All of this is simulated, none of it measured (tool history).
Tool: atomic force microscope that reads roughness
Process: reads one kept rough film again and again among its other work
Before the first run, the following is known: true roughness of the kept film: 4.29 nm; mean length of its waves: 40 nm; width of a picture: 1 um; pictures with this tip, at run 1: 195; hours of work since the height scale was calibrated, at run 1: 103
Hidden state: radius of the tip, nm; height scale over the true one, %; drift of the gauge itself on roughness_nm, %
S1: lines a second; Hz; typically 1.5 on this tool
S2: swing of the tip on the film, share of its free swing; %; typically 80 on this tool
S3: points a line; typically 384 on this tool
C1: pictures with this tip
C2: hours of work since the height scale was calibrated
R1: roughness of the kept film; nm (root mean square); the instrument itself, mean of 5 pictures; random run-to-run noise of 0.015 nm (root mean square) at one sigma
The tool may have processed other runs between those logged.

| run | hour | S1 | S2 | S3 | C1 | C2 | R1 |
|---|---|---|---|---|---|---|---|
| 1 | 0 | 1.5 | 80 | 384 | 195 | 103 | 3.301 |
| 2 | 8.5 | 1.5 | 80 | 384 | 203 | 107 | 3.306 |
| 3 | 17.9 | 1.5 | 80 | 384 | 211 | 111 | 3.284 |
| 4 | 22.3 | 1.5 | 80 | 384 | 215 | 113 | 3.302 |
| 5 | 27.6 | 1.5 | 80 | 384 | 219 | 116 | 3.291 |
| 6 | 31.4 | 3.9 | 80 | 384 | 223 | 118 | 2.999 |
| 7 | 37.7 | 3.9 | 80 | 384 | 228 | 120 | 2.954 |
| 8 | 42.4 | 3.9 | 80 | 384 | 232 | 123 | 2.934 |
| 9 | 48.6 | 1.5 | 80 | 274 | 237 | 126 | 3.265 |
| 10 | 57.4 | 1.5 | 80 | 274 | 245 | 130 | 3.22 |
| 11 | 63.6 | 1.5 | 80 | 384 | 250 | 133 | 3.221 |
| 12 | 72.6 | 2.67 | 80 | 384 | 258 | 137 | 3.072 |
| 13 | 81.3 | 1.5 | 80 | 384 | 266 | 141 | 3.216 |
| 14 | 90.8 | 1.5 | 80 | 384 | 274 | 146 | 3.21 |
|  | 92.5 | height scale calibrated on a step standard |
| 15 | 99.5 | 1.5 | 80 | 384 | 281 | 3 | 3.199 |
| 16 | 107.9 | 1.5 | 80 | 384 | 288 | 7 | 3.165 |
| 17 | 114.7 | 2.44 | 59 | 368 | 294 | 10 | 3.285 |
| 18 | 120.6 | 1.5 | 68 | 665 | 299 | 13 | 3.282 |
| 19 | 126.4 | 2.99 | 80 | 357 | 304 | 16 | 2.999 |
|  | 134.6 | height scale calibrated on a step standard, once more |
| 20 | 135.8 | 2.14 | 74 | 589 | 311 | 1 | 3.147 |
| 21 | 139.7 | 3.45 | 78 | 676 | 314 | 2 | 2.957 |
| 22 | 144.8 | 1.5 | 88 | 375 | 319 | 5 | 3.028 |
| 23 | 153.2 | 1.5 | 78 | 352 | 326 | 9 | 3.136 |
| 24 | 162.4 | 3.31 | 66 | 352 | 334 | 13 | 3.115 |
| 25 | 170.7 | 3.31 | 66 | 352 | 341 | 17 | 3.118 |
| 26 | 177.9 | 2.85 | 71 | 966 | 347 | 20 | 3.07 |
| 27 | 184.8 | 3.48 | 83 | 384 | 353 | 24 | 2.814 |
| 28 | 189.5 | 3.48 | 59 | 384 | 357 | 26 | 3.141 |
| 29 | 195.7 | 3.48 | 59 | 384 | 363 | 29 | 3.151 |
| 30 | 203 | 1.5 | 62 | 504 | 369 | 32 | 3.177 |

Predict each of these 3 candidate next runs independently; none follows another, all start after run 30:
| A | 207.7 | 1.5 | 83 | 384 | 373 | 34 | ? |
| B | 207.7 | 1.34 | 80 | 312 | 373 | 34 | ? |
| C | 207.7 | 1.79 | 85 | 460 | 373 | 34 | ? |

| run | R1 |
|---|---|
| A | 3.037 |
| B | 3.091 |
| C | 2.985 |
Had the tool no hidden state, the same runs would have come out as:
| run | R1 |
|---|---|
| A | 3.591 |
| B | 3.655 |
| C | 3.53 |
